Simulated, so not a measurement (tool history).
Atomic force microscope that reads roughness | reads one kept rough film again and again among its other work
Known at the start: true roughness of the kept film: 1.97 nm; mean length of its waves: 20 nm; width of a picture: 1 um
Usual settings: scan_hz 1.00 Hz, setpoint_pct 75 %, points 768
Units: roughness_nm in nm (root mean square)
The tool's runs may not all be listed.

Run 1, day 0.000: usual settings. Result: roughness_nm 1.357 nm (root mean square).
Run 2, day 0.546: usual settings. Result: roughness_nm 1.348 nm (root mean square).
Run 3, day 0.938: usual settings. Result: roughness_nm 1.312 nm (root mean square).
Run 4, day 1.333: usual settings. Result: roughness_nm 1.300 nm (root mean square).
Run 5, day 1.704: usual settings. Result: roughness_nm 1.273 nm (root mean square).
Run 6, day 2.150: usual settings. Result: roughness_nm 1.253 nm (root mean square).
Run 7, day 2.579: usual settings. Result: roughness_nm 1.244 nm (root mean square).
Run 8, day 3.104: usual settings but points 869. Result: roughness_nm 1.226 nm (root mean square).
Run 9, day 3.346: usual settings but points 869. Result: roughness_nm 1.213 nm (root mean square).
Run 10, day 3.654: usual settings but points 869. Result: roughness_nm 1.211 nm (root mean square).
Run 11, day 3.900: usual settings but points 869. Result: roughness_nm 1.198 nm (root mean square).
Run 12, day 4.388: usual settings but points 362. Result: roughness_nm 1.173 nm (root mean square).
Run 13, day 4.754: usual settings but points 362. Result: roughness_nm 1.146 nm (root mean square).
Run 14, day 5.092: usual settings but setpoint_pct 76 %. Result: roughness_nm 1.141 nm (root mean square).
At day 5.608: new tip fitted.
Run 15, day 5.650: usual settings but setpoint_pct 76 %. Result: roughness_nm 1.505 nm (root mean square).
Run 16, day 5.888: usual settings but setpoint_pct 76 %. Result: roughness_nm 1.490 nm (root mean square).
Run 17, day 6.421: usual settings but setpoint_pct 76 %. Result: roughness_nm 1.460 nm (root mean square).
Run 18, day 6.904: usual settings. Result: roughness_nm 1.432 nm (root mean square).
Run 19, day 7.250: usual settings but scan_hz 0.50 Hz. Result: roughness_nm 1.490 nm (root mean square).
Run 20, day 7.733: usual settings but points 731. Result: roughness_nm 1.381 nm (root mean square).
Run 21, day 8.204: usual settings. Result: roughness_nm 1.369 nm (root mean square).
Run 22, day 8.479: usual settings. Result: roughness_nm 1.363 nm (root mean square).
Run 23, day 8.738: usual settings. Result: roughness_nm 1.345 nm (root mean square).
Run 24, day 9.058: usual settings. Result: roughness_nm 1.320 nm (root mean square).
Run 25, day 9.492: usual settings but setpoint_pct 90 %. Result: roughness_nm 1.207 nm (root mean square).
Run 26, day 9.725: usual settings but setpoint_pct 77 %. Result: roughness_nm 1.285 nm (root mean square).
Run 27, day 10.258: usual settings but scan_hz 2.05 Hz, setpoint_pct 84 %, points 299. Result: roughness_nm 1.064 nm (root mean square).
Run 28, day 10.608: usual settings but scan_hz 3.00 Hz, setpoint_pct 84 %. Result: roughness_nm 0.981 nm (root mean square).
Run 29, day 11.071: usual settings but scan_hz 3.00 Hz, setpoint_pct 84 %. Result: roughness_nm 0.962 nm (root mean square).
Run 30, day 11.621: usual settings but scan_hz 1.10 Hz, setpoint_pct 67 %. Result: roughness_nm 1.241 nm (root mean square).
Run 31, day 11.946: usual settings but setpoint_pct 87 %, points 645. Result: roughness_nm 1.134 nm (root mean square).
Run 32, day 12.242: usual settings but scan_hz 1.07 Hz, setpoint_pct 76 %, points 645. Result: roughness_nm 1.184 nm (root mean square).
Run 33, day 12.600: usual settings but scan_hz 0.78 Hz, setpoint_pct 69 %. Result: roughness_nm 1.230 nm (root mean square).
Run 34, day 13.025: usual settings but scan_hz 0.62 Hz, setpoint_pct 60 %, points 343. Result: roughness_nm 1.217 nm (root mean square).
Run 35, day 13.533: usual settings but setpoint_pct 59 %, points 686. Result: roughness_nm 1.206 nm (root mean square).
Run 36, day 13.858: usual settings but setpoint_pct 59 %, points 686. Result: roughness_nm 1.189 nm (root mean square).
Run 37, day 14.312: usual settings but scan_hz 3.96 Hz, setpoint_pct 82 %, points 497. Result: roughness_nm 0.817 nm (root mean square).
At day 14.454: new tip fitted.
Run 38, day 14.762: usual settings but scan_hz 3.96 Hz, setpoint_pct 82 %, points 497. Result: roughness_nm 1.098 nm (root mean square).
Run 39, day 15.275: usual settings but scan_hz 3.96 Hz, setpoint_pct 82 %, points 497. Result: roughness_nm 1.064 nm (root mean square).
Run 40, day 15.608: usual settings but setpoint_pct 85 %. Result: roughness_nm 1.384 nm (root mean square).
Run 41, day 16.129: usual settings but scan_hz 0.52 Hz, setpoint_pct 89 %, points 378. Result: roughness_nm 1.385 nm (root mean square).
Run 42, day 16.583: usual settings but setpoint_pct 76 %. Result: roughness_nm 1.389 nm (root mean square).
Run 43, day 17.083: usual settings but scan_hz 0.66 Hz, setpoint_pct 72 %, points 493. Result: roughness_nm 1.409 nm (root mean square).
Run 44, day 17.517: usual settings but scan_hz 0.59 Hz, setpoint_pct 76 %. Result: roughness_nm 1.383 nm (root mean square).
Run 45, day 17.825: usual settings but scan_hz 1.18 Hz. Result: roughness_nm 1.309 nm (root mean square).
Run 46, day 18.167: usual settings but scan_hz 2.45 Hz, setpoint_pct 85 %, points 718. Result: roughness_nm 1.061 nm (root mean square).
Run 47, day 18.650: usual settings but scan_hz 0.70 Hz. Result: roughness_nm 1.324 nm (root mean square).
Run 48, day 19.042: usual settings but scan_hz 0.81 Hz, setpoint_pct 79 %, points 659. Result: roughness_nm 1.280 nm (root mean square).
Run 49, day 19.550: usual settings but scan_hz 0.81 Hz, setpoint_pct 79 %, points 659. Result: roughness_nm 1.270 nm (root mean square).
Run 50, day 19.850: usual settings but scan_hz 0.81 Hz, setpoint_pct 79 %, points 659. Result: roughness_nm 1.230 nm (root mean square).
Run 51, day 20.117: usual settings but scan_hz 2.50 Hz, setpoint_pct 63 %, points 461. Result: roughness_nm 1.208 nm (root mean square).
Run 52, day 20.558: usual settings but scan_hz 2.50 Hz, setpoint_pct 63 %, points 461. Result: roughness_nm 1.188 nm (root mean square).

Measured less the same run without the tool's hidden state. The same run-to-run variation is in both; the gauge's scatter may not be:
The hidden state here: radius of the tip, nm; height scale over the true one, %; drift of the gauge itself on roughness_nm, %.
run  roughness_nm
  1        -0.157
  2        -0.182
  3        -0.199
  4        -0.219
  5        -0.233
  6        -0.252
  7        -0.271
  8        -0.290
  9        -0.300
 10        -0.312
 11        -0.318
 12        -0.334
 13        -0.346
 14        -0.359
 15        -0.009
 16        -0.023
 17        -0.055
 18        -0.081
 19        -0.105
 20        -0.125
 21        -0.149
 22        -0.163
 23        -0.176
 24        -0.191
 25        -0.195
 26        -0.219
 27        -0.201
 28        -0.199
 29        -0.213
 30        -0.303
 31        -0.292
 32        -0.322
 33        -0.350
 34        -0.367
 35        -0.389
 36        -0.398
 37        -0.290
 38        -0.019
 39        -0.041
 40        -0.072
 41        -0.100
 42        -0.123
 43        -0.151
 44        -0.173
 45        -0.180
 46        -0.163
 47        -0.228
 48        -0.238
 49        -0.261
 50        -0.268
 51        -0.274
 52        -0.292
